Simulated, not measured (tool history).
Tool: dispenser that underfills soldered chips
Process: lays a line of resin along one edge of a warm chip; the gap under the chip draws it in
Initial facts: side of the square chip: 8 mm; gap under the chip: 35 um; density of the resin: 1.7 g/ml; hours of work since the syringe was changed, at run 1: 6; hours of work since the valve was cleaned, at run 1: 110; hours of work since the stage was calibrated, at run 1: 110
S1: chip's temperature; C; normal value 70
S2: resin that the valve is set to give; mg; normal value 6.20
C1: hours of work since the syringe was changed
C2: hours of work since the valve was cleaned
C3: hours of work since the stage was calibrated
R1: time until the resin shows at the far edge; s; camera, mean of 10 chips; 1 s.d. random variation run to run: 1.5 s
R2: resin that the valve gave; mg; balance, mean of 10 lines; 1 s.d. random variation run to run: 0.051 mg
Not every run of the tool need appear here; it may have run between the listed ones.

{"run": 1, "hour": 0.0, "S1": 70, "S2": 6.2, "C1": 6, "C2": 110, "C3": 110, "R1": 201.6, "R2": 5.82}
{"hour": 6.5, "done": "new syringe of resin"}
{"run": 2, "hour": 6.5, "S1": 70, "S2": 6.2, "C1": 0, "C2": 114, "C3": 114, "R1": 140.3, "R2": 5.77}
{"run": 3, "hour": 10.7, "S1": 70, "S2": 6.2, "C1": 3, "C2": 117, "C3": 117, "R1": 169.9, "R2": 5.74}
{"run": 4, "hour": 13.8, "S1": 70, "S2": 6.2, "C1": 6, "C2": 120, "C3": 120, "R1": 194.2, "R2": 5.78}
{"run": 5, "hour": 16.8, "S1": 70, "S2": 6.2, "C1": 8, "C2": 122, "C3": 122, "R1": 220.0, "R2": 5.81}
{"hour": 18.9, "done": "dispensing valve cleaned and set on the balance"}
{"hour": 21.8, "done": "new syringe of resin"}
{"run": 6, "hour": 21.9, "S1": 70, "S2": 6.2, "C1": 0, "C2": 2, "C3": 125, "R1": 142.9, "R2": 6.2}
{"run": 7, "hour": 27.0, "S1": 57, "S2": 5.81, "C1": 4, "C2": 6, "C3": 129, "R1": 355.8, "R2": 5.79}
{"run": 8, "hour": 31.8, "S1": 70, "S2": 5.46, "C1": 8, "C2": 10, "C3": 133, "R1": 220.4, "R2": 5.42}
{"hour": 35.7, "done": "new syringe of resin"}
{"run": 9, "hour": 36.6, "S1": 70, "S2": 5.46, "C1": 1, "C2": 13, "C3": 136, "R1": 149.8, "R2": 5.51}
{"run": 10, "hour": 40.0, "S1": 68, "S2": 5.99, "C1": 3, "C2": 16, "C3": 139, "R1": 187.2, "R2": 6.05}
{"run": 11, "hour": 46.4, "S1": 83, "S2": 6.16, "C1": 8, "C2": 20, "C3": 143, "R1": 115.9, "R2": 6.07}

Consider 5 possible next runs. They are alternatives, not a sequence: every one starts from the tool as it was left by run 11. What does each give?
{"hour": 49.6, "done": "new syringe of resin"}
{"run": "A", "hour": 50.0, "S1": 61, "S2": 7.41, "C1": 0, "C2": 23, "C3": 146, "R1": "?", "R2": "?"}
{"hour": 49.6, "done": "new syringe of resin"}
{"run": "B", "hour": 50.0, "S1": 83, "S2": 6.05, "C1": 0, "C2": 23, "C3": 146, "R1": "?", "R2": "?"}
{"hour": 49.6, "done": "new syringe of resin"}
{"run": "C", "hour": 50.0, "S1": 65, "S2": 7.66, "C1": 0, "C2": 23, "C3": 146, "R1": "?", "R2": "?"}
{"hour": 49.6, "done": "new syringe of resin"}
{"run": "D", "hour": 50.0, "S1": 72, "S2": 6.28, "C1": 0, "C2": 23, "C3": 146, "R1": "?", "R2": "?"}
{"hour": 49.6, "done": "new syringe of resin"}
{"run": "E", "hour": 50.0, "S1": 80, "S2": 5.48, "C1": 0, "C2": 23, "C3": 146, "R1": "?", "R2": "?"}

run=A R1=227.0 R2=7.39
run=B R1=76.1 R2=6.07
run=C R1=186.3 R2=7.68
run=D R1=126.3 R2=6.27
run=E R1=89.0 R2=5.39
With no hidden state in the tool, these same runs would have given:
run=A R1=227.8 R2=7.46
run=B R1=76.2 R2=6.13
run=C R1=186.8 R2=7.76
run=D R1=126.6 R2=6.33
run=E R1=89.0 R2=5.45

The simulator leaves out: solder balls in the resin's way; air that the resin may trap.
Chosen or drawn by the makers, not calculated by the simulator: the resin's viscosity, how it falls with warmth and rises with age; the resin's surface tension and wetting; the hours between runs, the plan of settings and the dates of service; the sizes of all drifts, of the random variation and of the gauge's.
